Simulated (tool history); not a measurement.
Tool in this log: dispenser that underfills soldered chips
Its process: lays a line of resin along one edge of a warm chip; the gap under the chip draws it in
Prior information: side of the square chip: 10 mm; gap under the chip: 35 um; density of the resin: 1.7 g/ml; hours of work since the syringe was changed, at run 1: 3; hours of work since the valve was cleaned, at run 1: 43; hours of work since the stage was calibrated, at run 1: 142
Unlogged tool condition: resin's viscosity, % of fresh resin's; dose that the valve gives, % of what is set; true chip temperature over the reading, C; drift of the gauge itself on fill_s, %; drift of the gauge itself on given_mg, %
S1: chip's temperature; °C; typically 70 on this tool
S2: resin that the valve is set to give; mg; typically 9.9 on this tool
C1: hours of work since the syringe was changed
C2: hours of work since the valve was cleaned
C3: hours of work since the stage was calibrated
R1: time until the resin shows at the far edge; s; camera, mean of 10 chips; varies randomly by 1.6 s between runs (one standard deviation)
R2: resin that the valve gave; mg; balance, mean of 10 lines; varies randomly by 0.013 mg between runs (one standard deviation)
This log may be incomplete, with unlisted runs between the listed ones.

Run 1, day 0: usual settings; C1 3; C2 43; C3 142. Result: R1 195 s, R2 9.69 mg.
At day 0.225: dispensing valve cleaned and set on the balance.
Run 2, day 0.225: usual settings but S1 62 °C; C1 6; C2 0; C3 145. Result: R1 352.7 s, R2 9.92 mg.
At day 0.271: new syringe of resin.
Run 3, day 0.375: usual settings but S1 62 °C; C1 2; C2 2; C3 148. Result: R1 288 s, R2 9.88 mg.
Run 4, day 0.525: usual settings; C1 4; C2 5; C3 150. Result: R1 214.1 s, R2 9.91 mg.
Run 5, day 0.625: usual settings but S1 64 °C; C1 6; C2 6; C3 152. Result: R1 327.5 s, R2 9.88 mg.
At day 0.658: new syringe of resin.
Run 6, day 0.792: usual settings; C1 2; C2 9; C3 154. Result: R1 189.6 s, R2 9.87 mg.
Run 7, day 0.988: usual settings but S1 60 °C; C1 5; C2 12; C3 157. Result: R1 387.8 s, R2 9.86 mg.
At day 1.042: new syringe of resin.
Run 8, day 1.204: usual settings but S1 60 °C; C1 3; C2 15; C3 160. Result: R1 336.1 s, R2 9.85 mg.
Run 9, day 1.375: usual settings; C1 5; C2 18; C3 163. Result: R1 226.3 s, R2 9.84 mg.
At day 1.438: new syringe of resin.
Run 10, day 1.6: usual settings; C1 3; C2 21; C3 167. Result: R1 192.9 s, R2 9.82 mg.
Run 11, day 1.729: usual settings; C1 5; C2 23; C3 169. Result: R1 217.8 s, R2 9.8 mg.
At day 1.838: new syringe of resin.
Run 12, day 1.938: usual settings; C1 2; C2 26; C3 172. Result: R1 181.3 s, R2 9.79 mg.
Run 13, day 2.054: usual settings; C1 4; C2 28; C3 174. Result: R1 206.1 s, R2 9.77 mg.
Run 14, day 2.179: usual settings but S2 8.62 mg; C1 5; C2 30; C3 176. Result: R1 229.6 s, R2 8.54 mg.
At day 2.221: new syringe of resin.
Run 15, day 2.312: usual settings but S2 8.62 mg; C1 1; C2 32; C3 178. Result: R1 182.2 s, R2 8.52 mg.
Run 16, day 2.404: usual settings; C1 3; C2 34; C3 179. Result: R1 194.7 s, R2 9.75 mg.
At day 2.608: new syringe of resin.
Run 17, day 2.625: usual settings; C1 0; C2 37; C3 182. Result: R1 173.7 s, R2 9.73 mg.
Run 18, day 2.804: usual settings; C1 3; C2 40; C3 185. Result: R1 205 s, R2 9.72 mg.
Run 19, day 2.938: usual settings but S1 60 °C; C1 5; C2 42; C3 187. Result: R1 402 s, R2 9.72 mg.
At day 3.004: new syringe of resin.
Run 20, day 3.088: usual settings but S1 78 °C, S2 8.5 mg; C1 1; C2 44; C3 190. Result: R1 121.4 s, R2 8.36 mg.
At day 3.2: dispensing valve cleaned and set on the balance.
Run 21, day 3.229: usual settings but S1 77 °C, S2 12.62 mg; C1 3; C2 0; C3 191. Result: R1 136 s, R2 12.61 mg.
Run 22, day 3.404: usual settings but S1 77 °C, S2 12.62 mg; C1 6; C2 3; C3 194. Result: R1 160.7 s, R2 12.61 mg.
At day 3.433: new syringe of resin.
Run 23, day 3.567: usual settings but S1 77 °C, S2 12.62 mg; C1 2; C2 6; C3 196. Result: R1 132.5 s, R2 12.56 mg.
Run 24, day 3.746: usual settings but S1 75 °C, S2 9.53 mg; C1 5; C2 9; C3 199. Result: R1 175.9 s, R2 9.49 mg.
At day 3.829: new syringe of resin.
Run 25, day 3.967: usual settings but S1 59 °C; C1 2; C2 12; C3 203. Result: R1 357.1 s, R2 9.83 mg.
Run 26, day 4.133: usual settings but S1 64 °C, S2 11.6 mg; C1 5; C2 15; C3 205. Result: R1 307.5 s, R2 11.53 mg.
At day 4.225: new syringe of resin.
Run 27, day 4.267: usual settings but S1 67 °C, S2 9.39 mg; C1 1; C2 16; C3 207. Result: R1 207.1 s, R2 9.3 mg.
Run 28, day 4.458: usual settings but S1 67 °C, S2 9.39 mg; C1 4; C2 20; C3 210. Result: R1 246.2 s, R2 9.28 mg.
At day 4.617: new syringe of resin.
Run 29, day 4.617: usual settings but S1 79 °C, S2 10.85 mg; C1 0; C2 22; C3 213. Result: R1 104.5 s, R2 10.72 mg.
Run 30, day 4.771: usual settings but S1 75 °C, S2 9.34 mg; C1 2; C2 24; C3 215. Result: R1 154.5 s, R2 9.23 mg.
Run 31, day 4.904: usual settings but S1 61 °C, S2 10.87 mg; C1 5; C2 27; C3 217. Result: R1 366.3 s, R2 10.72 mg.
At day 5: new syringe of resin.
Run 32, day 5.054: usual settings but S1 82 °C, S2 10.59 mg; C1 1; C2 29; C3 220. Result: R1 96 s, R2 10.45 mg.
Run 33, day 5.146: usual settings but S1 71 °C, S2 10.71 mg; C1 2; C2 30; C3 221. Result: R1 185.6 s, R2 10.52 mg.
Run 34, day 5.329: usual settings but S2 12.84 mg; C1 5; C2 33; C3 224. Result: R1 224.4 s, R2 12.63 mg.
At day 5.392: new syringe of resin.
Run 35, day 5.438: usual settings but S1 78 °C, S2 10.59 mg; C1 1; C2 35; C3 226. Result: R1 116.3 s, R2 10.41 mg.
Run 36, day 5.562: usual settings but S1 78 °C, S2 10.59 mg; C1 3; C2 37; C3 228. Result: R1 131.5 s, R2 10.39 mg.
Run 37, day 5.75: usual settings but S1 78 °C, S2 10.59 mg; C1 6; C2 40; C3 231. Result: R1 155.6 s, R2 10.39 mg.

What if the next run were any one of these 3? Each begins from the tool's condition after run 37:
At day 5.783: new syringe of resin.
Run A, day 5.85: usual settings but S1 69 °C, S2 8.81 mg; C1 1; C2 41; C3 232. Result: R1 ?, R2 ?.
At day 5.783: new syringe of resin.
Run B, day 5.85: usual settings but S1 68 °C, S2 9.07 mg; C1 1; C2 41; C3 232. Result: R1 ?, R2 ?.
At day 5.783: new syringe of resin.
Run C, day 5.85: usual settings but S1 71 °C, S2 8.94 mg; C1 1; C2 41; C3 232. Result: R1 ?, R2 ?.

run     R1    R2
  A  193.3  8.62
  B  202.4  8.89
  C  171.6  8.76
With no hidden state in the tool, these same runs would have given:
run     R1    R2
  A  172.6   8.8
  B  180.8  9.07
  C  153.4  8.94

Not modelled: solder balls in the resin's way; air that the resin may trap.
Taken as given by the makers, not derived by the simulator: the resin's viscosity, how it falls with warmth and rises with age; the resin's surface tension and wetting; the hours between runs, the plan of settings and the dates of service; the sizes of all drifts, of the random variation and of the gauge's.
